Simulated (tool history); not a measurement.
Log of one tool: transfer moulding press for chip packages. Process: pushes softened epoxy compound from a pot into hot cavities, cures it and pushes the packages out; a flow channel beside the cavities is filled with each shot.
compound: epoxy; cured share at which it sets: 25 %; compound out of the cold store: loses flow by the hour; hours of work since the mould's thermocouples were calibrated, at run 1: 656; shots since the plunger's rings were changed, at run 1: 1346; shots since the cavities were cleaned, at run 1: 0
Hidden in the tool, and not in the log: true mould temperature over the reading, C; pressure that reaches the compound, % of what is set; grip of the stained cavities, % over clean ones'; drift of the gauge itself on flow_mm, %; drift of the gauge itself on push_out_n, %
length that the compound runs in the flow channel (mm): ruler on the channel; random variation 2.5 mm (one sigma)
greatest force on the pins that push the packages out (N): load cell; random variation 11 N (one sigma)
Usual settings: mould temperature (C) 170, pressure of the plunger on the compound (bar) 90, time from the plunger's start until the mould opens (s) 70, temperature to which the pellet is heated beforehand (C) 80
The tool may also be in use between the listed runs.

run     day  mould temperature (C)  pressure of the plunger on the compound (bar)  time from the plunger's start until the mould opens (s)  temperature to which the pellet is heated beforehand (C)  hours of work since the mould's thermocouples were calibrated  shots since the plunger's rings were changed  shots since the cavities were cleaned  incoming compound's hours out of the cold store  length that the compound runs in the flow channel (mm)  greatest force on the pins that push the packages out (N)
  1       0                    170                                             90                                                       70                                                        80                                                            656                                          1346                                      0                                             18.4                                                     689                                                        564
      1.433  -- cavities cleaned with cleaning compound and waxed
      2.862  -- cavities cleaned with cleaning compound and waxed
      3.229  -- plunger's sealing rings changed
  2   3.229                    170                                             90                                                       70                                                        80                                                            710                                             0                                    118                                             40.5                                                     596                                                        581
      4.317  -- cavities cleaned with cleaning compound and waxed
        5.8  -- cavities cleaned with cleaning compound and waxed
  3   5.908                    170                                             90                                                       70                                                        80                                                            756                                          1150                                     48                                             10.6                                                     734                                                        647
      7.092  -- cavities cleaned with cleaning compound and waxed
      8.342  -- cavities cleaned with cleaning compound and waxed
  4   8.342                    170                                             90                                                       70                                                        80                                                            797                                          2189                                      0                                             36.3                                                     594                                                        549
      9.467  -- plunger's sealing rings changed
      9.942  -- cavities cleaned with cleaning compound and waxed
  5  10.717                    170                                             90                                                       70                                                        80                                                            837                                           535                                    349                                             34.6                                                     621                                                        795
     11.192  -- cavities cleaned with cleaning compound and waxed
     11.658  -- mould's thermocouples calibrated
     12.538  -- cavities cleaned with cleaning compound and waxed
  6  12.688                    170                                           91.2                                                       70                                                        80                                                             17                                          1327                                     66                                               37                                                     602                                                        532
     13.858  -- cavities cleaned with cleaning compound and waxed
  7  14.208                    168                                             90                                                       70                                                        80                                                             43                                          1984                                    158                                             39.9                                                     580                                                        688
     15.129  -- cavities cleaned with cleaning compound and waxed
     15.729  -- plunger's sealing rings changed
     16.492  -- cavities cleaned with cleaning compound and waxed
  8  16.954                    167                                             90                                                       70                                                        80                                                             89                                           523                                    209                                             46.1                                                     569                                                        732
     17.896  -- cavities cleaned with cleaning compound and waxed
  9    18.5                    170                                           93.6                                                       70                                                        80                                                            115                                          1190                                    272                                             31.6                                                     635                                                        645
     19.283  -- cavities cleaned with cleaning compound and waxed
     20.571  -- cavities cleaned with cleaning compound and waxed
 10  20.958                    170                                             90                                                       83                                                        80                                                            157                                          2238                                    172                                             16.3                                                     680                                                        481
     21.846  -- plunger's sealing rings changed
     22.154  -- cavities cleaned with cleaning compound and waxed
     23.546  -- cavities cleaned with cleaning compound and waxed
 11  24.004                    170                                             90                                                       83                                                        80                                                            207                                           914                                    207                                             44.6                                                     572                                                        463
     24.804  -- cavities cleaned with cleaning compound and waxed
 12  25.829                    170                                             90                                                       83                                                        80                                                            239                                          1708                                    462                                             18.4                                                     683                                                        593
      26.15  -- cavities cleaned with cleaning compound and waxed
     27.462  -- cavities cleaned with cleaning compound and waxed
 13  27.633                    178                                           82.2                                                       70                                                        80                                                            269                                          2464                                     79                                             40.1                                                     537                                                        401
     28.242  -- plunger's sealing rings changed
     28.904  -- cavities cleaned with cleaning compound and waxed
     30.175  -- cavities cleaned with cleaning compound and waxed
 14  30.175                    165                                           82.2                                                       70                                                        72                                                            311                                           814                                      0                                             12.9                                                     697                                                        838
     31.558  -- cavities cleaned with cleaning compound and waxed
 15  31.558                    177                                           82.2                                                       70                                                        81                                                            334                                          1408                                      0                                             44.7                                                     533                                                        371
     32.958  -- cavities cleaned with cleaning compound and waxed
 16  33.629                    170                                          103.2                                                       70                                                        74                                                            370                                          2310                                    300                                             18.6                                                     720                                                        774
     34.288  -- cavities cleaned with cleaning compound and waxed
     34.654  -- plunger's sealing rings changed
     35.829  -- cavities cleaned with cleaning compound and waxed
 17  35.829                    178                                           97.2                                                       55                                                        74                                                            405                                           500                                      0                                             14.1                                                     745                                                        583
     37.146  -- cavities cleaned with cleaning compound and waxed
 18  37.929                    178                                          105.6                                                       55                                                        72                                                            442                                          1417                                    352                                             44.7                                                     600                                                        735
     38.592  -- cavities cleaned with cleaning compound and waxed
 19  39.704                    178                                           87.6                                                       54                                                        72                                                            473                                          2188                                    501                                              9.6                                                     701                                                        920
     39.908  -- cavities cleaned with cleaning compound and waxed
     40.867  -- plunger's sealing rings changed
     41.383  -- cavities cleaned with cleaning compound and waxed
 20  41.717                    166                                             90                                                       70                                                        89                                                            505                                           354                                    150                                             33.8                                                     629                                                        789
     42.771  -- cavities cleaned with cleaning compound and waxed
 21  43.592                    166                                          106.6                                                      102                                                        89                                                            537                                          1169                                    369                                               38                                                     650                                                        496
     44.067  -- cavities cleaned with cleaning compound and waxed
 22  45.108                    165                                           89.4                                                       70                                                        80                                                            563                                          1823                                    467                                              8.4                                                     740                                                       1229
     45.379  -- cavities cleaned with cleaning compound and waxed
     46.642  -- cavities cleaned with cleaning compound and waxed
 23  46.642                    168                                           72.2                                                       69                                                        72                                                            588                                          2457                                      0                                             26.8                                                     567                                                        652

3 ways to go on from here, each from the tool as it stands after run 23. What would each give?
     47.096  -- plunger's sealing rings changed
     48.042  -- cavities cleaned with cleaning compound and waxed
  A  48.892                    169                                             90                                                       70                                                        78                                                            626                                           779                                    383                                             31.3                                                       ?                                                          ?
     47.096  -- plunger's sealing rings changed
     48.042  -- cavities cleaned with cleaning compound and waxed
  B  48.892                    168                                           72.2                                                       69                                                        72                                                            626                                           779                                    383                                             15.4                                                       ?                                                          ?
     47.096  -- plunger's sealing rings changed
     48.042  -- cavities cleaned with cleaning compound and waxed
  C  48.892                    173                                             90                                                       70                                                        80                                                            626                                           779                                    383                                             37.6                                                       ?                                                          ?

run  length that the compound runs in the flow channel (mm)  greatest force on the pins that push the packages out (N)
  A                                                     630                                                        805
  B                                                     639                                                       1002
  C                                                     600                                                        623
Without the tool's hidden state the same runs would have given:
run  length that the compound runs in the flow channel (mm)  greatest force on the pins that push the packages out (N)
  A                                                     639                                                        531
  B                                                     649                                                        660
  C                                                     609                                                        414
